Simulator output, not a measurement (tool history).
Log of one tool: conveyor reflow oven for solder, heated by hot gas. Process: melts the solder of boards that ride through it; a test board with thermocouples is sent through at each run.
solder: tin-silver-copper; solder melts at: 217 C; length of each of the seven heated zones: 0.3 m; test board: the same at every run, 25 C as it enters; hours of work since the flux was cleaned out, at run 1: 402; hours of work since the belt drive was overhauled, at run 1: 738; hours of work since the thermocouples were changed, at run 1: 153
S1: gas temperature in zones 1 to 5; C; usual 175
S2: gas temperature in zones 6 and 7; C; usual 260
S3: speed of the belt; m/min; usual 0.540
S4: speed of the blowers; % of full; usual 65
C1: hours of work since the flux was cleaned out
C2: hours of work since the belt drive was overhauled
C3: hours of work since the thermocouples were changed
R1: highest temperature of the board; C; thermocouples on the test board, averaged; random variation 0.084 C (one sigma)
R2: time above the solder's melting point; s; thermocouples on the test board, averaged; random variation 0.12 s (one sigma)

{"run": 1, "hour": 0.0, "S1": 175, "S2": 260, "S3": 0.54, "S4": 65, "C1": 402, "C2": 738, "C3": 153, "R1": 247.81, "R2": 49.0}
{"run": 2, "hour": 25.2, "S1": 175, "S2": 260, "S3": 0.54, "S4": 65, "C1": 421, "C2": 757, "C3": 172, "R1": 247.47, "R2": 49.1}
{"run": 3, "hour": 40.8, "S1": 175, "S2": 260, "S3": 0.54, "S4": 65, "C1": 433, "C2": 769, "C3": 184, "R1": 247.54, "R2": 49.1}
{"hour": 55.1, "done": "flux residue cleaned out of gas plates and filters"}
{"run": 4, "hour": 68.1, "S1": 175, "S2": 260, "S3": 0.54, "S4": 66, "C1": 10, "C2": 786, "C3": 201, "R1": 249.63, "R2": 50.9}
{"run": 5, "hour": 88.7, "S1": 175, "S2": 260, "S3": 0.54, "S4": 66, "C1": 25, "C2": 802, "C3": 216, "R1": 249.53, "R2": 50.9}
{"run": 6, "hour": 105.2, "S1": 175, "S2": 260, "S3": 0.54, "S4": 66, "C1": 38, "C2": 814, "C3": 229, "R1": 249.78, "R2": 51.0}
{"run": 7, "hour": 135.5, "S1": 175, "S2": 260, "S3": 0.54, "S4": 65, "C1": 61, "C2": 837, "C3": 252, "R1": 249.56, "R2": 50.7}
{"run": 8, "hour": 153.3, "S1": 175, "S2": 260, "S3": 0.54, "S4": 65, "C1": 74, "C2": 851, "C3": 265, "R1": 249.45, "R2": 50.8}
{"run": 9, "hour": 169.9, "S1": 175, "S2": 260, "S3": 0.54, "S4": 65, "C1": 87, "C2": 863, "C3": 278, "R1": 249.45, "R2": 50.8}
{"run": 10, "hour": 183.9, "S1": 175, "S2": 260, "S3": 0.54, "S4": 65, "C1": 98, "C2": 874, "C3": 288, "R1": 249.42, "R2": 50.9}
{"run": 11, "hour": 211.9, "S1": 175, "S2": 260, "S3": 0.54, "S4": 65, "C1": 119, "C2": 895, "C3": 310, "R1": 249.52, "R2": 50.8}
{"run": 12, "hour": 233.7, "S1": 175, "S2": 260, "S3": 0.54, "S4": 65, "C1": 135, "C2": 912, "C3": 326, "R1": 249.47, "R2": 50.8}
{"run": 13, "hour": 266.3, "S1": 173, "S2": 260, "S3": 0.54, "S4": 65, "C1": 160, "C2": 936, "C3": 351, "R1": 249.07, "R2": 49.9}
{"run": 14, "hour": 281.6, "S1": 173, "S2": 260, "S3": 0.54, "S4": 65, "C1": 172, "C2": 948, "C3": 363, "R1": 249.19, "R2": 49.9}
{"run": 15, "hour": 310.0, "S1": 173, "S2": 260, "S3": 0.54, "S4": 65, "C1": 193, "C2": 970, "C3": 384, "R1": 249.12, "R2": 50.0}
{"run": 16, "hour": 335.2, "S1": 175, "S2": 260, "S3": 0.54, "S4": 65, "C1": 212, "C2": 989, "C3": 403, "R1": 249.38, "R2": 51.0}
{"run": 17, "hour": 351.7, "S1": 182, "S2": 257, "S3": 0.563, "S4": 65, "C1": 225, "C2": 1001, "C3": 416, "R1": 246.78, "R2": 49.2}
{"hour": 381.0, "done": "belt drive overhauled, speed set with a stopwatch"}
{"run": 18, "hour": 386.4, "S1": 166, "S2": 260, "S3": 0.535, "S4": 65, "C1": 248, "C2": 4, "C3": 439, "R1": 247.6, "R2": 45.9}
{"run": 19, "hour": 414.8, "S1": 166, "S2": 260, "S3": 0.535, "S4": 65, "C1": 270, "C2": 26, "C3": 461, "R1": 247.51, "R2": 45.8}
{"run": 20, "hour": 444.2, "S1": 170, "S2": 260, "S3": 0.443, "S4": 85, "C1": 292, "C2": 48, "C3": 483, "R1": 254.95, "R2": 64.7}
{"run": 21, "hour": 458.9, "S1": 170, "S2": 250, "S3": 0.616, "S4": 85, "C1": 303, "C2": 59, "C3": 494, "R1": 238.54, "R2": 34.1}
{"run": 22, "hour": 485.1, "S1": 175, "S2": 253, "S3": 0.54, "S4": 65, "C1": 323, "C2": 79, "C3": 514, "R1": 242.58, "R2": 44.1}
{"hour": 503.0, "done": "thermocouples of zones 6 and 7 changed"}
{"run": 23, "hour": 506.2, "S1": 175, "S2": 270, "S3": 0.54, "S4": 65, "C1": 338, "C2": 93, "C3": 2, "R1": 256.38, "R2": 53.0}
{"run": 24, "hour": 525.5, "S1": 181, "S2": 268, "S3": 0.496, "S4": 65, "C1": 352, "C2": 108, "C3": 17, "R1": 257.55, "R2": 61.1}
{"run": 25, "hour": 540.6, "S1": 175, "S2": 259, "S3": 0.45, "S4": 79, "C1": 364, "C2": 120, "C3": 29, "R1": 252.29, "R2": 63.5}
{"run": 26, "hour": 556.2, "S1": 175, "S2": 271, "S3": 0.433, "S4": 65, "C1": 376, "C2": 131, "C3": 40, "R1": 262.79, "R2": 71.7}
{"run": 27, "hour": 586.1, "S1": 175, "S2": 260, "S3": 0.618, "S4": 57, "C1": 398, "C2": 154, "C3": 63, "R1": 241.76, "R2": 36.3}
{"run": 28, "hour": 619.1, "S1": 175, "S2": 268, "S3": 0.618, "S4": 90, "C1": 423, "C2": 179, "C3": 88, "R1": 254.21, "R2": 45.4}
{"run": 29, "hour": 637.1, "S1": 185, "S2": 260, "S3": 0.54, "S4": 85, "C1": 437, "C2": 193, "C3": 102, "R1": 251.43, "R2": 54.6}
{"hour": 644.8, "done": "flux residue cleaned out of gas plates and filters"}
{"run": 30, "hour": 662.6, "S1": 185, "S2": 260, "S3": 0.54, "S4": 85, "C1": 13, "C2": 208, "C3": 117, "R1": 252.98, "R2": 56.4}
{"run": 31, "hour": 677.1, "S1": 190, "S2": 260, "S3": 0.557, "S4": 65, "C1": 24, "C2": 219, "C3": 128, "R1": 250.56, "R2": 54.4}

The same runs without the tool's hidden state, with the same run-to-run variation:
The hidden state here: heat that the gas passes to the board, % of a clean oven's; belt's true speed, % of the reading; true gas temperature in zones 6 and 7 over the reading, C; drift of the gauge itself on peak_c, C; drift of the gauge itself on liquid_s, %.
run=1 R1=249.07 R2=49.3
run=2 R1=248.74 R2=49.4
run=3 R1=248.82 R2=49.4
run=4 R1=249.04 R2=49.4
run=5 R1=248.94 R2=49.3
run=6 R1=249.20 R2=49.5
run=7 R1=248.98 R2=49.2
run=8 R1=248.88 R2=49.2
run=9 R1=248.88 R2=49.2
run=10 R1=248.85 R2=49.4
run=11 R1=248.96 R2=49.2
run=12 R1=248.92 R2=49.2
run=13 R1=248.53 R2=48.3
run=14 R1=248.66 R2=48.3
run=15 R1=248.60 R2=48.5
run=16 R1=248.85 R2=49.5
run=17 R1=246.26 R2=47.7
run=18 R1=247.92 R2=46.6
run=19 R1=247.85 R2=46.6
run=20 R1=254.81 R2=65.2
run=21 R1=239.08 R2=35.3
run=22 R1=242.75 R2=44.9
run=23 R1=257.99 R2=54.1
run=24 R1=258.86 R2=61.9
run=25 R1=253.41 R2=64.7
run=26 R1=263.92 R2=72.4
run=27 R1=243.57 R2=38.1
run=28 R1=256.40 R2=46.7
run=29 R1=252.82 R2=55.7
run=30 R1=252.55 R2=55.9
run=31 R1=250.13 R2=53.9
